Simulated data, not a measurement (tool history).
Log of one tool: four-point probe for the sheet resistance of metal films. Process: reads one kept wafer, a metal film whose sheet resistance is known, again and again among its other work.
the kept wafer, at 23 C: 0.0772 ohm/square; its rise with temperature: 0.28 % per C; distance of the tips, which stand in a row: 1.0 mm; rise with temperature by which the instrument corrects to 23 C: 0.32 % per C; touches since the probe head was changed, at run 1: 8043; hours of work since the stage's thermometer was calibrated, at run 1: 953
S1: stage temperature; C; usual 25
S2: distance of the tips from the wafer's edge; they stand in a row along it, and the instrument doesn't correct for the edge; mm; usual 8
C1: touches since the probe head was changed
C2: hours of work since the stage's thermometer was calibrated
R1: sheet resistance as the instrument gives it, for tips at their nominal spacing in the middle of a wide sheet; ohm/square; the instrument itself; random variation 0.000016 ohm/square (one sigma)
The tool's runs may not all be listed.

run 1 hour=0.0 | S1=25 S2=8 | C1=8043 C2=953 | R1=0.077677
run 2 hour=29.9 | S1=25 S2=8 | C1=9319 C2=975 | R1=0.077723
run 3 hour=44.9 | S1=25 S2=8 | C1=9957 C2=986 | R1=0.077721
run 4 hour=57.9 | S1=25 S2=8 | C1=10512 C2=995 | R1=0.077714
run 5 hour=83.7 | S1=27 S2=8 | C1=11615 C2=1013 | R1=0.077626
run 6 hour=107.0 | S1=27 S2=36 | C1=12606 C2=1030 | R1=0.077034
run 7 hour=124.3 | S1=27 S2=36 | C1=13345 C2=1043 | R1=0.077012
run 8 hour=155.0 | S1=25 S2=8 | C1=14654 C2=1065 | R1=0.077686
run 9 hour=178.0 | S1=25 S2=12 | C1=15636 C2=1081 | R1=0.077333
run 10 hour=194.1 | S1=25 S2=12 | C1=16322 C2=1093 | R1=0.077348
run 11 hour=220.5 | S1=25 S2=62 | C1=17448 C2=1111 | R1=0.077060
run 12 hour=236.0 | S1=21 S2=62 | C1=18108 C2=1123 | R1=0.077190
run 13 hour=260.1 | S1=21 S2=62 | C1=19135 C2=1140 | R1=0.077161
run 14 hour=277.1 | S1=25 S2=8 | C1=19864 C2=1152 | R1=0.077681
run 15 hour=294.9 | S1=25 S2=8 | C1=20620 C2=1165 | R1=0.077693
run 16 hour=324.9 | S1=25 S2=8 | C1=21901 C2=1186 | R1=0.077683
run 17 hour=353.0 | S1=25 S2=8 | C1=23100 C2=1207 | R1=0.077688
run 18 hour=380.0 | S1=25 S2=8 | C1=24252 C2=1226 | R1=0.077698
run 19 hour=397.8 | S1=25 S2=47 | C1=25011 C2=1239 | R1=0.077061
run 20 hour=413.4 | S1=25 S2=8 | C1=25673 C2=1250 | R1=0.077666
run 21 hour=439.3 | S1=25 S2=8 | C1=26780 C2=1268 | R1=0.077674
run 22 hour=465.4 | S1=34 S2=8 | C1=27893 C2=1287 | R1=0.077366
run 23 hour=481.4 | S1=29 S2=47 | C1=28575 C2=1299 | R1=0.076921
run 24 hour=501.8 | S1=25 S2=31 | C1=29445 C2=1313 | R1=0.077081
run 25 hour=514.4 | S1=26 S2=40 | C1=29982 C2=1322 | R1=0.076991
run 26 hour=531.6 | S1=26 S2=40 | C1=30716 C2=1335 | R1=0.077006
run 27 hour=549.3 | S1=33 S2=23 | C1=31471 C2=1347 | R1=0.076813
run 28 hour=563.4 | S1=32 S2=5 | C1=32073 C2=1357 | R1=0.078401
run 29 hour=581.4 | S1=32 S2=5 | C1=32841 C2=1370 | R1=0.078373
run 30 hour=594.8 | S1=25 S2=68 | C1=33412 C2=1380 | R1=0.076992
run 31 hour=613.3 | S1=25 S2=68 | C1=34203 C2=1393 | R1=0.077033
run 32 hour=632.5 | S1=32 S2=6 | C1=35019 C2=1407 | R1=0.077916
run 33 hour=646.8 | S1=25 S2=7 | C1=35629 C2=1417 | R1=0.077840
run 34 hour=676.1 | S1=28 S2=19 | C1=36880 C2=1438 | R1=0.076999
run 35 hour=702.8 | S1=28 S2=19 | C1=38020 C2=1457 | R1=0.077000
run 36 hour=717.7 | S1=31 S2=9 | C1=38653 C2=1468 | R1=0.077308
run 37 hour=731.7 | S1=31 S2=9 | C1=39249 C2=1478 | R1=0.077273
run 38 hour=750.5 | S1=31 S2=9 | C1=40054 C2=1492 | R1=0.077298
run 39 hour=771.2 | S1=31 S2=9 | C1=40935 C2=1506 | R1=0.077305
run 40 hour=788.9 | S1=21 S2=30 | C1=41690 C2=1519 | R1=0.077188
run 41 hour=819.4 | S1=29 S2=54 | C1=42992 C2=1541 | R1=0.076868
run 42 hour=850.3 | S1=30 S2=4 | C1=44310 C2=1563 | R1=0.079312
run 43 hour=872.2 | S1=30 S2=4 | C1=45246 C2=1579 | R1=0.079306
run 44 hour=891.9 | S1=19 S2=65 | C1=46083 C2=1593 | R1=0.077202

3 ways to go on from here, each from the tool as it stands after run 44. What would each give?
run A hour=911.4 | S1=19 S2=65 | C1=46916 C2=1607 | R1=?
run B hour=911.4 | S1=26 S2=8 | C1=46916 C2=1607 | R1=?
run C hour=911.4 | S1=19 S2=14 | C1=46916 C2=1607 | R1=?

run=A R1=0.077239
run=B R1=0.077596
run=C R1=0.077410
Without the tool's hidden state the same runs would have given:
run=A R1=0.077383
run=B R1=0.077741
run=C R1=0.077554
